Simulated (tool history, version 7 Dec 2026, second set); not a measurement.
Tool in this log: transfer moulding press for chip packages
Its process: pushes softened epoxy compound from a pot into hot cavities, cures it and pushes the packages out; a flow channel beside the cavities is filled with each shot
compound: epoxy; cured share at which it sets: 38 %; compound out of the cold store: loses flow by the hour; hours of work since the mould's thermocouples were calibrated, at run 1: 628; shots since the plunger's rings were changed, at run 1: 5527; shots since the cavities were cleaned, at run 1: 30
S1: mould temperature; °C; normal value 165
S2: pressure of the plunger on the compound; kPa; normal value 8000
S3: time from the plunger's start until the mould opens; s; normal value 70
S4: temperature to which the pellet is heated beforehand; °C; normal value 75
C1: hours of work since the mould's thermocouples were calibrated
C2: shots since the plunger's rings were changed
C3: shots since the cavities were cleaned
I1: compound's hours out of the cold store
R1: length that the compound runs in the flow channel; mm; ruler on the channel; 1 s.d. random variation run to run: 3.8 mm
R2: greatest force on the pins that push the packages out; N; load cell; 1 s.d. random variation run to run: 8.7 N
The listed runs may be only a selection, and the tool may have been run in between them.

Run 1, hour 0.0: usual settings; C1 628; C2 5527; C3 30; I1 36.9. Result: R1 626 mm, R2 385 N.
At hour 3.2: mould's thermocouples calibrated.
Run 2, hour 30.1: usual settings; C1 18; C2 6022; C3 525; I1 11.9. Result: R1 704 mm, R2 429 N.
Run 3, hour 50.1: usual settings; C1 32; C2 6375; C3 878; I1 37.4. Result: R1 630 mm, R2 393 N.
At hour 58.9: plunger's sealing rings changed.
Run 4, hour 67.0: usual settings; C1 42; C2 144; C3 1132; I1 15.5. Result: R1 688 mm, R2 411 N.
At hour 70.6: cavities cleaned with cleaning compound and waxed.
Run 5, hour 80.7: usual settings but S2 6740 kPa; C1 51; C2 360; C3 178; I1 39.9. Result: R1 570 mm, R2 374 N.
Run 6, hour 100.3: usual settings but S2 6740 kPa; C1 64; C2 705; C3 523; I1 25.5. Result: R1 609 mm, R2 402 N.
Run 7, hour 120.2: usual settings but S2 6740 kPa; C1 78; C2 1056; C3 874; I1 17.7. Result: R1 632 mm, R2 400 N.
At hour 138.2: cavities cleaned with cleaning compound and waxed.
Run 8, hour 138.2: usual settings but S2 6740 kPa; C1 89; C2 1347; C3 0; I1 16.7. Result: R1 627 mm, R2 393 N.
Run 9, hour 161.2: usual settings but S2 6740 kPa, S3 102 s; C1 105; C2 1751; C3 404; I1 10.5. Result: R1 651 mm, R2 257 N.
Run 10, hour 173.3: usual settings but S1 167 °C, S3 101 s, S4 69 °C; C1 113; C2 1966; C3 619; I1 24.3. Result: R1 657 mm, R2 268 N.
Run 11, hour 186.9: usual settings but S1 164 °C, S3 94 s, S4 74 °C; C1 123; C2 2206; C3 859; I1 18.8. Result: R1 689 mm, R2 269 N.
At hour 206.7: cavities cleaned with cleaning compound and waxed.
Run 12, hour 216.8: usual settings but S2 6500 kPa; C1 142; C2 2706; C3 179; I1 13.4. Result: R1 628 mm, R2 420 N.
Run 13, hour 237.5: usual settings but S1 168 °C, S2 6550 kPa, S3 60 s, S4 80 °C; C1 157; C2 3071; C3 544; I1 46.4. Result: R1 543 mm, R2 460 N.
Run 14, hour 255.3: usual settings but S1 161 °C, S4 68 °C; C1 169; C2 3384; C3 857; I1 30.9. Result: R1 646 mm, R2 574 N.
Run 15, hour 271.4: usual settings but S1 173 °C, S4 68 °C; C1 180; C2 3668; C3 1141; I1 44.6. Result: R1 592 mm, R2 277 N.
At hour 274.3: cavities cleaned with cleaning compound and waxed.
Run 16, hour 297.2: usual settings but S1 168 °C, S2 8430 kPa, S3 96 s; C1 197; C2 4097; C3 405; I1 36.0. Result: R1 644 mm, R2 261 N.
Run 17, hour 326.1: usual settings but S1 168 °C, S2 8430 kPa, S3 96 s; C1 217; C2 4607; C3 915; I1 13.9. Result: R1 709 mm, R2 261 N.

3 ways to go on from here, each from the tool as it stands after run 17. What would each give?
At hour 342.7: cavities cleaned with cleaning compound and waxed.
Run A, hour 356.8: usual settings but S1 162 °C, S2 7570 kPa, S4 67 °C; C1 237; C2 5121; C3 248; I1 8.0. Result: R1 ?, R2 ?.
At hour 342.7: cavities cleaned with cleaning compound and waxed.
Run B, hour 356.8: usual settings but S1 157 °C, S3 108 s, S4 78 °C; C1 237; C2 5121; C3 248; I1 25.9. Result: R1 ?, R2 ?.
At hour 342.7: cavities cleaned with cleaning compound and waxed.
Run C, hour 356.8: usual settings but S1 170 °C, S3 59 s, S4 79 °C; C1 237; C2 5121; C3 248; I1 17.4. Result: R1 ?, R2 ?.

run   R1   R2
  A  710  575
  B  676  291
  C  677  455
What these runs would have given with no unlogged condition in the tool:
run   R1   R2
  A  710  571
  B  677  289
  C  677  452

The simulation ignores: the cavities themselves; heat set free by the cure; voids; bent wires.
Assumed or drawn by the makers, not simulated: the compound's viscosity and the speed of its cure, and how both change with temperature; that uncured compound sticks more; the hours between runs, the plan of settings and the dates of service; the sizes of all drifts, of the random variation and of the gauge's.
